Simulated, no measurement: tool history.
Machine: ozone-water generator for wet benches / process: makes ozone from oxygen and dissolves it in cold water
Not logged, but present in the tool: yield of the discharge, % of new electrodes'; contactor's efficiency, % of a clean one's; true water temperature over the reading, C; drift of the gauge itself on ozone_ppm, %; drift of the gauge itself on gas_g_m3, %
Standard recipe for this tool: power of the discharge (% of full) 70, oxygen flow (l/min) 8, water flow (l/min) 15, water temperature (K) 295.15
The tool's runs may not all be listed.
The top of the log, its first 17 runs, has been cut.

| run | hour | power of the discharge (% of full) | oxygen flow (l/min) | water flow (l/min) | water temperature (K) | hours of work since the electrodes were changed | hours of work since the contactor was cleaned | hours of work since the thermometer was calibrated | dissolved ozone (ppm) | ozone in the gas ahead of the water (g/m3) |
|---|---|---|---|---|---|---|---|---|---|---|
| 18 | 2078.5 | 99 | 8 | 10 | 295.15 | 4251 | 2525 | 2125 | 38.2 | 267.3 |
| 19 | 2173.4 | 70 | 8 | 15 | 292.15 | 4325 | 2599 | 2199 | 24.9 | 206.7 |
| 20 | 2247.4 | 59 | 8 | 15 | 299.15 | 4383 | 2656 | 2256 | 18.9 | 180.6 |
| 21 | 2387.4 | 45 | 8 | 15 | 299.15 | 4492 | 2765 | 2365 | 15.4 | 149.6 |
| 22 | 2547 | 70 | 14.19 | 15 | 295.15 | 4616 | 2890 | 2490 | 21.8 | 165.2 |
| 23 | 2616.5 | 79 | 11.38 | 15 | 295.15 | 4671 | 2944 | 2544 | 24.9 | 198.3 |
| 24 | 2689.4 | 70 | 8.83 | 11 | 295.15 | 4727 | 3001 | 2601 | 27.6 | 199.2 |
| 25 | 2771.2 | 93 | 4.64 | 10 | 295.15 | 4791 | 3064 | 2664 | 37.4 | 319.9 |

What will run 26 give?
| 26 | 2936.5 | 44 | 11.93 | 12 | 300.15 | 4920 | 3193 | 2793 | ? | ? |

{"run 26": {"dissolved ozone (ppm)": 15.8, "ozone in the gas ahead of the water (g/m3)": 125.4}}
The same run, on a tool lacking any hidden state, would have yielded dissolved ozone (ppm) 15.9, ozone in the gas ahead of the water (g/m3) 123.3.
